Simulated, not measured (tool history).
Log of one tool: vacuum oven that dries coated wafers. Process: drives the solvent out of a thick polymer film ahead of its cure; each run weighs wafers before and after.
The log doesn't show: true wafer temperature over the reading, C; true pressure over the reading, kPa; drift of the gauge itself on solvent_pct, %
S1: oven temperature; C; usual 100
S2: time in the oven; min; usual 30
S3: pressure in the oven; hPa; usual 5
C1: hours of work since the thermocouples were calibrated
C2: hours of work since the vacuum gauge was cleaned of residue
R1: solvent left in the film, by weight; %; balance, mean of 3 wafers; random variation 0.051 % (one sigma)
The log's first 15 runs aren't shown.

Run 16, hour 484.1: usual settings but S2 18 min; C1 1196; C2 1196. Result: R1 2.91 %.
Run 17, hour 503.4: usual settings but S2 18 min; C1 1207; C2 1207. Result: R1 2.84 %.
Run 18, hour 542.3: usual settings but S2 18 min; C1 1231; C2 1231. Result: R1 2.94 %.
Run 19, hour 564.2: usual settings but S3 8.25 hPa; C1 1245; C2 1245. Result: R1 1.68 %.
Run 20, hour 600.1: usual settings; C1 1267; C2 1267. Result: R1 1.43 %.
Run 21, hour 619.1: usual settings but S1 90 C; C1 1278; C2 1278. Result: R1 3.95 %.
Run 22, hour 655.2: usual settings but S1 90 C; C1 1300; C2 1300. Result: R1 4.01 %.
Run 23, hour 690.7: usual settings but S3 3.49 hPa; C1 1322; C2 1322. Result: R1 1.42 %.
Run 24, hour 724.1: usual settings but S1 95 C, S2 46 min, S3 6.84 hPa; C1 1343; C2 1343. Result: R1 1.59 %.

Run 25 comes next. What will it give?
Run 25, hour 752.8: usual settings but S3 13.59 hPa; C1 1360; C2 1360. Result: R1 ?.

{"run 25": {"R1": 2.06}}
Without the tool's hidden state the same run would have given R1 1.79 %.
